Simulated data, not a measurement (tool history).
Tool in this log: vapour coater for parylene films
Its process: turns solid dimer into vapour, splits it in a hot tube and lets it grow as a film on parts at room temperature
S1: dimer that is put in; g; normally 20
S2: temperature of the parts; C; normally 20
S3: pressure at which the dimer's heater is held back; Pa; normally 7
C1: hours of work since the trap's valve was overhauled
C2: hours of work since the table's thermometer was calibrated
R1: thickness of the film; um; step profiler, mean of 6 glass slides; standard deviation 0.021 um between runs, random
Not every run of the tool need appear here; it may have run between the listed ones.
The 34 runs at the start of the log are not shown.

| run | day | S1 | S2 | S3 | C1 | C2 | R1 |
|---|---|---|---|---|---|---|---|
| 35 | 26.629 | 29 | 24 | 7 | 304 | 26 | 5.21 |
| 36 | 27.221 | 29 | 19 | 6.4 | 311 | 33 | 6.43 |
| 37 | 27.871 | 9 | 19 | 9.26 | 319 | 40 | 1.83 |
| 38 | 28.583 | 14 | 20 | 2.22 | 327 | 49 | 3.66 |
| 39 | 29.446 | 12 | 13 | 7 | 337 | 59 | 3.25 |
| 40 | 30.496 | 20 | 13 | 2.35 | 350 | 71 | 6.75 |
| 41 | 31.508 | 20 | 13 | 2.35 | 362 | 83 | 6.79 |
| 42 | 32.467 | 20 | 30 | 8.33 | 373 | 95 | 2.75 |
| 43 | 33.417 | 20 | 15 | 8.33 | 384 | 106 | 4.78 |
| 44 | 34.308 | 20 | 15 | 8.33 | 395 | 116 | 4.78 |
| 45 | 34.908 | 20 | 28 | 7 | 402 | 124 | 3.01 |
| 46 | 35.367 | 18 | 25 | 7 | 407 | 129 | 3.04 |

5 options for the next run, each taken on its own from the tool as it stands now. Forecast them:
| A | 36.258 | 30 | 22 | 7 | 418 | 140 | ? |
| B | 36.258 | 18 | 25 | 7.56 | 418 | 140 | ? |
| C | 36.258 | 20 | 15 | 7 | 418 | 140 | ? |
| D | 36.258 | 18 | 16 | 7 | 418 | 140 | ? |
| E | 36.258 | 18 | 12 | 2.88 | 418 | 140 | ? |

| run | R1 |
|---|---|
| A | 5.68 |
| B | 3 |
| C | 4.98 |
| D | 4.33 |
| E | 5.94 |
With no hidden state in the tool, these same runs would have given:
| run | R1 |
|---|---|
| A | 6.22 |
| B | 3.29 |
| C | 5.45 |
| D | 4.74 |
| E | 6.51 |

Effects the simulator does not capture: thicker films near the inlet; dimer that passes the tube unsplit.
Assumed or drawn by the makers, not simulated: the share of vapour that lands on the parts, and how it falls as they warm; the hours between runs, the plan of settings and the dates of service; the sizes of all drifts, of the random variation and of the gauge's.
